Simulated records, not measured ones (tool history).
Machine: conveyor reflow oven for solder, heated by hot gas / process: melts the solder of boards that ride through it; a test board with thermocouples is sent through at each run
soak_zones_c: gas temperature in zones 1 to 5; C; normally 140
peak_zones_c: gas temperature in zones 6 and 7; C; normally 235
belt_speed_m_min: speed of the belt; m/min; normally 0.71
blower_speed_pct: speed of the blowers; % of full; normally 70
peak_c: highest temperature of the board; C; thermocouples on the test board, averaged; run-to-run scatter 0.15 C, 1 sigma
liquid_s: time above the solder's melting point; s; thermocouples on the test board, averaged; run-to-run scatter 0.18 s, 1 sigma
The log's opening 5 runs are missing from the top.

run,hour,soak_zones_c,peak_zones_c,belt_speed_m_min,blower_speed_pct,peak_c,liquid_s
6,249.8,140,235,0.71,70,216.7,51.1
7,285.1,140,235,0.778,70,213.1,43.6
8,351,140,235,0.778,70,213.3,43.1
# hour 361.4: flux residue cleaned out of gas plates and filters
# hour 363.4: thermocouples of zones 6 and 7 changed
9,420.3,140,235,0.652,70,217.2,56.6
10,491.5,140,235,0.652,70,217.1,56.3
11,551.8,140,235,0.652,70,217.2,56.1
12,608.3,140,225,0.71,70,206,41.3
13,675.1,140,225,0.71,58,201.3,35.3
# hour 716.1: flux residue cleaned out of gas plates and filters, once more
14,748.1,140,235,0.71,63,213.3,48.1
15,782.9,140,249,0.71,70,227.8,58.3
16,853.5,141,249,0.71,54,220.2,53.4
17,924.6,135,228,0.613,58,209.7,51.2
18,960.3,135,228,0.613,58,209.8,51.1
19,1010.8,140,238,0.676,58,215.1,52.2
20,1064.4,140,240,0.644,57,218.2,57.8
21,1100.6,140,248,0.71,60,222,54.7
22,1153.7,142,246,0.833,74,219.8,45.9
23,1219.1,142,246,0.833,74,219.7,45.7
24,1262.3,142,246,0.833,74,219.3,45.6
25,1298.6,142,246,0.833,74,219.6,45.7
26,1359.8,140,245,0.71,89,229.4,59.6
# hour 1370.8: flux residue cleaned out of gas plates and filters
27,1399.7,140,245,0.71,89,231,60.7
28,1472.9,138,235,0.71,70,216.1,50.8
29,1537.7,140,235,0.71,55,210.6,45.2
30,1585.8,137,248,0.644,83,234.7,68

5 options for the next run, each taken on its own from the tool as it stands now. Forecast them:
A,1657.4,128,235,0.77,56,?,?
B,1657.4,152,249,0.71,84,?,?
C,1657.4,140,235,0.71,62,?,?
D,1657.4,137,246,0.644,77,?,?
E,1657.4,130,235,0.71,70,?,?

run,peak_c,liquid_s
A,203.9,31.7
B,235,66.7
C,213.5,48.4
D,231,66
E,214.4,47.1
Had the tool no hidden state, the same runs would have come out as:
run,peak_c,liquid_s
A,201.6,28.3
B,233,63.7
C,211.4,45
D,228.9,62.8
E,212.3,44
